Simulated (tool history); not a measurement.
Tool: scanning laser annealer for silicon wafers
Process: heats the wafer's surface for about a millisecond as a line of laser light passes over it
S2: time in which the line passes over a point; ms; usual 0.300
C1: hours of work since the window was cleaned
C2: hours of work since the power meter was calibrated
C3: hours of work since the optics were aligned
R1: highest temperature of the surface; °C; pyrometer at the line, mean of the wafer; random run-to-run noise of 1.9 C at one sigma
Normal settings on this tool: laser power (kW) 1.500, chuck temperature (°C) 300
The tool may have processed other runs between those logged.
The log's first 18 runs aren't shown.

Run 19, hour 618.4: usual settings but laser power (kW) 1.520, S2 0.260 ms; C1 96; C2 1091; C3 1091. Result: R1 1052 °C.
Run 20, hour 639.2: usual settings but laser power (kW) 1.414, S2 0.240 ms, chuck temperature (°C) 261; C1 113; C2 1107; C3 1107. Result: R1 925 °C.
Run 21, hour 674.8: usual settings but S2 0.257 ms, chuck temperature (°C) 289; C1 141; C2 1135; C3 1135. Result: R1 1020 °C.
Run 22, hour 704.6: usual settings but laser power (kW) 1.435, S2 0.242 ms, chuck temperature (°C) 267; C1 164; C2 1159; C3 1159. Result: R1 945 °C.
Run 23, hour 730.6: usual settings but S2 0.256 ms; C1 185; C2 1179; C3 1179. Result: R1 1027 °C.
Run 24, hour 767.7: usual settings but laser power (kW) 1.492, S2 0.214 ms, chuck temperature (°C) 323; C1 214; C2 1209; C3 1209. Result: R1 992 °C.
Run 25, hour 799.4: usual settings but laser power (kW) 1.492, S2 0.214 ms, chuck temperature (°C) 323; C1 239; C2 1234; C3 1234. Result: R1 990 °C.
Run 26, hour 827.1: usual settings but laser power (kW) 1.489, S2 0.214 ms, chuck temperature (°C) 278; C1 261; C2 1256; C3 1256. Result: R1 946 °C.

Run 27 is up next; what results do you expect?
Run 27, hour 864.1: usual settings but laser power (kW) 1.563, S2 0.231 ms, chuck temperature (°C) 278; C1 290; C2 1285; C3 1285. Result: R1 ?.

For run 27 the tool returned R1 1007 °C.
Take away the tool's hidden state, keep the run-to-run variation as it was, and the same run would have given R1 1008 °C.
